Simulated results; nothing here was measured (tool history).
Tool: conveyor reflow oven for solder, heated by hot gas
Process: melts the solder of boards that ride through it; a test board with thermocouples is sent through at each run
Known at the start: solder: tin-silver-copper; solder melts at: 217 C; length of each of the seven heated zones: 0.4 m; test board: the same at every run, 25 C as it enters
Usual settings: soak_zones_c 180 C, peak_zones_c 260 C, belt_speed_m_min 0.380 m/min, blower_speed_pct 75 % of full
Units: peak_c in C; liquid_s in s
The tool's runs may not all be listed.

| run | hour | soak_zones_c | peak_zones_c | belt_speed_m_min | blower_speed_pct | peak_c | liquid_s |
|---|---|---|---|---|---|---|---|
| 1 | 0.0 | 180 | 260 | 0.380 | 75 | 248.2 | 95.7 |
| 2 | 9.1 | 180 | 259 | 0.380 | 75 | 248.1 | 93.8 |
| 3 | 15.1 | 180 | 259 | 0.380 | 75 | 247.4 | 95.5 |
| 4 | 22.6 | 180 | 260 | 0.380 | 75 | 248.5 | 95.6 |
| 5 | 31.4 | 180 | 260 | 0.380 | 75 | 248.2 | 95.7 |
| 6 | 36.4 | 180 | 260 | 0.356 | 75 | 250.1 | 105.8 |
| 7 | 44.2 | 180 | 260 | 0.380 | 75 | 248.1 | 96.2 |
| 8 | 51.6 | 180 | 260 | 0.380 | 75 | 248.2 | 95.4 |
| 9 | 59.5 | 180 | 260 | 0.380 | 75 | 247.7 | 95.4 |
| 10 | 71.8 | 180 | 260 | 0.380 | 75 | 248.8 | 95.0 |
| 11 | 79.7 | 175 | 260 | 0.380 | 75 | 247.4 | 90.8 |
| 12 | 89.0 | 175 | 260 | 0.380 | 75 | 247.4 | 91.5 |
| 13 | 97.4 | 180 | 260 | 0.380 | 75 | 248.8 | 94.6 |
| 14 | 103.7 | 180 | 260 | 0.380 | 75 | 248.1 | 94.6 |
| 15 | 109.6 | 180 | 260 | 0.380 | 75 | 248.3 | 95.3 |
| 16 | 122.5 | 180 | 260 | 0.380 | 75 | 247.9 | 96.1 |
| 17 | 126.6 | 166 | 260 | 0.380 | 54 | 241.4 | 75.3 |
| 18 | 131.6 | 171 | 260 | 0.380 | 66 | 245.7 | 85.3 |
| 19 | 136.1 | 171 | 260 | 0.380 | 66 | 245.6 | 85.3 |
| 20 | 144.5 | 191 | 255 | 0.425 | 52 | 239.3 | 75.2 |
| 21 | 150.2 | 180 | 266 | 0.332 | 56 | 253.8 | 116.5 |
| 22 | 155.4 | 180 | 266 | 0.332 | 56 | 254.0 | 116.1 |
| 23 | 159.8 | 180 | 266 | 0.402 | 68 | 251.1 | 92.0 |
| 24 | 166.9 | 180 | 266 | 0.402 | 68 | 250.6 | 92.7 |
| 25 | 172.2 | 180 | 255 | 0.305 | 75 | 248.2 | 123.9 |
| 26 | 177.4 | 180 | 266 | 0.312 | 87 | 259.7 | 133.9 |
| 27 | 182.7 | 193 | 260 | 0.361 | 84 | 253.2 | 117.1 |
| 28 | 189.9 | 172 | 256 | 0.422 | 75 | 240.9 | 71.2 |
| 29 | 195.0 | 172 | 264 | 0.321 | 75 | 255.4 | 119.2 |
| 30 | 200.7 | 172 | 264 | 0.321 | 75 | 255.0 | 118.6 |

Not shown: 2 entries that the log had between the listed runs. Between which runs, and how does the tool's hidden state differ before and after?
Between runs 9 and 10: flux residue cleaned out of gas plates and filters (hour 65.2)
  heat that the gas passes to the board, % of a clean oven's: 97.5 -> 96.4; belt's true speed, % of the reading: 99.89 -> 99.88; true gas temperature in zones 6 and 7 over the reading, C: -0.32 -> -0.33
  measured less the result without the state, peak_c: -0.8 -> -1.0 C; liquid_s: -1.1 -> -1.4 s
Between runs 15 and 16: flux residue cleaned out of gas plates and filters, once more (hour 115.6)
  heat that the gas passes to the board, % of a clean oven's: 96.1 -> 99.4; belt's true speed, % of the reading: 99.85 -> 99.84; true gas temperature in zones 6 and 7 over the reading, C: -0.39 -> -0.4
  measured less the result without the state, peak_c: -1.0 -> -0.4 C; liquid_s: -1.5 -> -0.4 s
